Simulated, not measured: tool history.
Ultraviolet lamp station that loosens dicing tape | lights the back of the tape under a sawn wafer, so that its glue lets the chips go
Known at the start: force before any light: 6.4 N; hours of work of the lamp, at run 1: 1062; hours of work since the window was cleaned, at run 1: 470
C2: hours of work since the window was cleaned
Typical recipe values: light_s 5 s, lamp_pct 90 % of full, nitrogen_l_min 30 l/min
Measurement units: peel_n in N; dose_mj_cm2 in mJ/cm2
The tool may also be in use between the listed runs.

{"run": 1, "hour": 0.0, "light_s": 5, "lamp_pct": 90, "nitrogen_l_min": 30, "hours of work of the lamp": 1062, "C2": 470, "peel_n": 1.093, "dose_mj_cm2": 371}
{"run": 2, "hour": 37.4, "light_s": 5, "lamp_pct": 90, "nitrogen_l_min": 30, "hours of work of the lamp": 1090, "C2": 498, "peel_n": 1.064, "dose_mj_cm2": 371}
{"run": 3, "hour": 74.1, "light_s": 9, "lamp_pct": 90, "nitrogen_l_min": 30, "hours of work of the lamp": 1117, "C2": 525, "peel_n": 0.396, "dose_mj_cm2": 659}
{"run": 4, "hour": 104.4, "light_s": 5, "lamp_pct": 90, "nitrogen_l_min": 30, "hours of work of the lamp": 1140, "C2": 548, "peel_n": 1.084, "dose_mj_cm2": 363}
{"run": 5, "hour": 137.0, "light_s": 5, "lamp_pct": 90, "nitrogen_l_min": 30, "hours of work of the lamp": 1165, "C2": 573, "peel_n": 1.105, "dose_mj_cm2": 355}
{"run": 6, "hour": 160.1, "light_s": 6, "lamp_pct": 90, "nitrogen_l_min": 30, "hours of work of the lamp": 1182, "C2": 590, "peel_n": 0.863, "dose_mj_cm2": 426}
{"hour": 178.5, "done": "window cleaned of glue's vapour"}
{"run": 7, "hour": 196.5, "light_s": 5, "lamp_pct": 90, "nitrogen_l_min": 30, "hours of work of the lamp": 1209, "C2": 13, "peel_n": 1.117, "dose_mj_cm2": 371}
{"run": 8, "hour": 217.5, "light_s": 5, "lamp_pct": 90, "nitrogen_l_min": 30, "hours of work of the lamp": 1225, "C2": 29, "peel_n": 1.084, "dose_mj_cm2": 367}
{"run": 9, "hour": 255.7, "light_s": 5, "lamp_pct": 90, "nitrogen_l_min": 30, "hours of work of the lamp": 1253, "C2": 58, "peel_n": 1.085, "dose_mj_cm2": 363}
{"run": 10, "hour": 294.0, "light_s": 5, "lamp_pct": 90, "nitrogen_l_min": 44, "hours of work of the lamp": 1282, "C2": 87, "peel_n": 0.94, "dose_mj_cm2": 359}
{"run": 11, "hour": 326.0, "light_s": 5, "lamp_pct": 90, "nitrogen_l_min": 44, "hours of work of the lamp": 1306, "C2": 111, "peel_n": 0.935, "dose_mj_cm2": 351}
{"run": 12, "hour": 346.1, "light_s": 5, "lamp_pct": 78, "nitrogen_l_min": 30, "hours of work of the lamp": 1321, "C2": 126, "peel_n": 1.415, "dose_mj_cm2": 304}
{"hour": 353.5, "done": "lamp changed"}
{"run": 13, "hour": 374.0, "light_s": 5, "lamp_pct": 78, "nitrogen_l_min": 30, "hours of work of the lamp": 15, "C2": 146, "peel_n": 0.795, "dose_mj_cm2": 435}
{"run": 14, "hour": 408.4, "light_s": 8, "lamp_pct": 81, "nitrogen_l_min": 40, "hours of work of the lamp": 41, "C2": 172, "peel_n": 0.287, "dose_mj_cm2": 715}
{"run": 15, "hour": 453.1, "light_s": 4, "lamp_pct": 73, "nitrogen_l_min": 14, "hours of work of the lamp": 75, "C2": 205, "peel_n": 1.885, "dose_mj_cm2": 322}
{"run": 16, "hour": 483.7, "light_s": 4, "lamp_pct": 73, "nitrogen_l_min": 14, "hours of work of the lamp": 98, "C2": 228, "peel_n": 1.88, "dose_mj_cm2": 321}
{"run": 17, "hour": 525.9, "light_s": 5, "lamp_pct": 73, "nitrogen_l_min": 9, "hours of work of the lamp": 129, "C2": 260, "peel_n": 1.803, "dose_mj_cm2": 390}
{"run": 18, "hour": 574.1, "light_s": 9, "lamp_pct": 77, "nitrogen_l_min": 13, "hours of work of the lamp": 166, "C2": 296, "peel_n": 0.542, "dose_mj_cm2": 745}
{"run": 19, "hour": 594.9, "light_s": 5, "lamp_pct": 90, "nitrogen_l_min": 15, "hours of work of the lamp": 181, "C2": 312, "peel_n": 1.061, "dose_mj_cm2": 484}
{"run": 20, "hour": 621.9, "light_s": 2, "lamp_pct": 70, "nitrogen_l_min": 41, "hours of work of the lamp": 202, "C2": 332, "peel_n": 2.892, "dose_mj_cm2": 148}
{"run": 21, "hour": 668.2, "light_s": 2, "lamp_pct": 70, "nitrogen_l_min": 41, "hours of work of the lamp": 236, "C2": 367, "peel_n": 2.972, "dose_mj_cm2": 149}
{"run": 22, "hour": 696.6, "light_s": 4, "lamp_pct": 90, "nitrogen_l_min": 30, "hours of work of the lamp": 258, "C2": 388, "peel_n": 1.017, "dose_mj_cm2": 372}
{"run": 23, "hour": 735.7, "light_s": 4, "lamp_pct": 90, "nitrogen_l_min": 30, "hours of work of the lamp": 287, "C2": 418, "peel_n": 1.017, "dose_mj_cm2": 370}
{"run": 24, "hour": 761.3, "light_s": 3, "lamp_pct": 71, "nitrogen_l_min": 30, "hours of work of the lamp": 306, "C2": 437, "peel_n": 2.135, "dose_mj_cm2": 218}
{"run": 25, "hour": 803.8, "light_s": 3, "lamp_pct": 71, "nitrogen_l_min": 30, "hours of work of the lamp": 338, "C2": 469, "peel_n": 2.152, "dose_mj_cm2": 217}
{"run": 26, "hour": 840.8, "light_s": 5, "lamp_pct": 90, "nitrogen_l_min": 56, "hours of work of the lamp": 366, "C2": 497, "peel_n": 0.557, "dose_mj_cm2": 457}

Here are 3 independent what-if runs from the current tool condition. What would each one return?
{"run": "A", "hour": 868.7, "light_s": 5, "lamp_pct": 92, "nitrogen_l_min": 30, "hours of work of the lamp": 387, "C2": 518, "peel_n": "?", "dose_mj_cm2": "?"}
{"run": "B", "hour": 868.7, "light_s": 3, "lamp_pct": 61, "nitrogen_l_min": 19, "hours of work of the lamp": 387, "C2": 518, "peel_n": "?", "dose_mj_cm2": "?"}
{"run": "C", "hour": 868.7, "light_s": 5, "lamp_pct": 99, "nitrogen_l_min": 56, "hours of work of the lamp": 387, "C2": 518, "peel_n": "?", "dose_mj_cm2": "?"}

run=A peel_n=0.759 dose_mj_cm2=459
run=B peel_n=2.938 dose_mj_cm2=186
run=C peel_n=0.478 dose_mj_cm2=492
What these runs would have given with no unlogged condition in the tool:
run=A peel_n=0.584 dose_mj_cm2=531
run=B peel_n=2.605 dose_mj_cm2=215
run=C peel_n=0.371 dose_mj_cm2=570
